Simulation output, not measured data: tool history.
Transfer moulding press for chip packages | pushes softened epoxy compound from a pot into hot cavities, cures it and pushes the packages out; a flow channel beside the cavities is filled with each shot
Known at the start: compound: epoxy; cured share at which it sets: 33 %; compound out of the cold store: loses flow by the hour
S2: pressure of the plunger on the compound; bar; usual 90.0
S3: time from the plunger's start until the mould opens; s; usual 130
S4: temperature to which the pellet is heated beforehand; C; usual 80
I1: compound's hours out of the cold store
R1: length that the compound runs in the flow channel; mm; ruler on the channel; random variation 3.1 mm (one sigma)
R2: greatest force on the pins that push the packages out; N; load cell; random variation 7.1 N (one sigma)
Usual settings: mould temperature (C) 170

Run 1, hour 0.0: usual settings; I1 44.6. Result: R1 636 mm, R2 446 N.
Run 2, hour 11.5: usual settings; I1 41.1. Result: R1 631 mm, R2 460 N.
Run 3, hour 22.7: usual settings but S2 99.9 bar; I1 41.4. Result: R1 670 mm, R2 470 N.
Run 4, hour 32.8: usual settings; I1 28.5. Result: R1 650 mm, R2 482 N.
Run 5, hour 39.7: usual settings; I1 15.3. Result: R1 678 mm, R2 507 N.
At hour 46.3: cavities cleaned with cleaning compound and waxed.
Run 6, hour 52.3: usual settings; I1 43.8. Result: R1 626 mm, R2 315 N.
Run 7, hour 65.6: usual settings; I1 43.3. Result: R1 628 mm, R2 361 N.
Run 8, hour 78.7: usual settings; I1 22.7. Result: R1 657 mm, R2 386 N.
Run 9, hour 92.7: usual settings but S4 83 C; I1 47.1. Result: R1 616 mm, R2 415 N.
Run 10, hour 100.2: usual settings; I1 38.9. Result: R1 630 mm, R2 443 N.
Run 11, hour 111.5: usual settings; I1 22.4. Result: R1 655 mm, R2 459 N.
Run 12, hour 123.9: usual settings; I1 28.3. Result: R1 646 mm, R2 468 N.
Run 13, hour 132.4: usual settings; I1 33.0. Result: R1 640 mm, R2 491 N.
Run 14, hour 142.9: usual settings; I1 35.2. Result: R1 627 mm, R2 491 N.
Run 15, hour 149.6: usual settings but S3 137 s, S4 71 C; I1 14.2. Result: R1 668 mm, R2 481 N.
At hour 155.5: cavities cleaned with cleaning compound and waxed.
Run 16, hour 159.5: usual settings but S3 137 s, S4 71 C; I1 10.0. Result: R1 676 mm, R2 315 N.
Run 17, hour 173.0: usual settings but S3 153 s, S4 90 C; I1 24.6. Result: R1 642 mm, R2 328 N.
Run 18, hour 185.2: usual settings but S3 153 s, S4 90 C; I1 16.3. Result: R1 666 mm, R2 360 N.
Run 19, hour 191.5: usual settings but S3 153 s, S4 74 C; I1 29.9. Result: R1 636 mm, R2 368 N.
Run 20, hour 200.0: usual settings but S2 84.9 bar, S3 132 s; I1 14.2. Result: R1 642 mm, R2 435 N.
Run 21, hour 210.6: usual settings but S2 84.9 bar, S3 132 s; I1 33.0. Result: R1 608 mm, R2 441 N.
Run 22, hour 220.9: usual settings but mould temperature (C) 167, S2 85.7 bar, S3 117 s, S4 87 C; I1 26.9. Result: R1 626 mm, R2 588 N.
Run 23, hour 231.1: usual settings but S2 68.7 bar, S3 131 s; I1 20.1. Result: R1 567 mm, R2 473 N.
Run 24, hour 246.6: usual settings but S2 68.7 bar, S3 131 s; I1 11.3. Result: R1 574 mm, R2 487 N.
Run 25, hour 257.9: usual settings but S2 68.7 bar, S3 141 s; I1 43.9. Result: R1 529 mm, R2 488 N.
At hour 264.1: cavities cleaned with cleaning compound and waxed.
Run 26, hour 267.3: usual settings but S2 68.7 bar, S3 141 s; I1 10.6. Result: R1 578 mm, R2 304 N.
Run 27, hour 276.4: usual settings but mould temperature (C) 164, S2 97.9 bar, S3 121 s, S4 89 C; I1 12.7. Result: R1 694 mm, R2 488 N.
At hour 282.6: mould's thermocouples calibrated.
Run 28, hour 285.4: usual settings but mould temperature (C) 164, S2 97.9 bar, S3 121 s, S4 89 C; I1 44.0. Result: R1 634 mm, R2 519 N.

4 ways to go on from here, each from the tool as it stands after run 28. What would each give?
Run A, hour 294.5: usual settings but mould temperature (C) 168, S2 97.9 bar, S3 121 s, S4 89 C; I1 13.8. Result: R1 ?, R2 ?.
Run B, hour 294.5: usual settings but S3 135 s, S4 76 C; I1 43.2. Result: R1 ?, R2 ?.
Run C, hour 294.5: usual settings but mould temperature (C) 166, S2 74.8 bar, S3 121 s, S4 73 C; I1 8.4. Result: R1 ?, R2 ?.
Run D, hour 294.5: usual settings but S2 107.3 bar; I1 16.5. Result: R1 ?, R2 ?.

run   R1   R2
  A  680  452
  B  597  385
  C  609  517
  D  702  396
Without the tool's hidden state the same runs would have given:
run   R1   R2
  A  731  337
  B  642  283
  C  655  387
  D  754  295
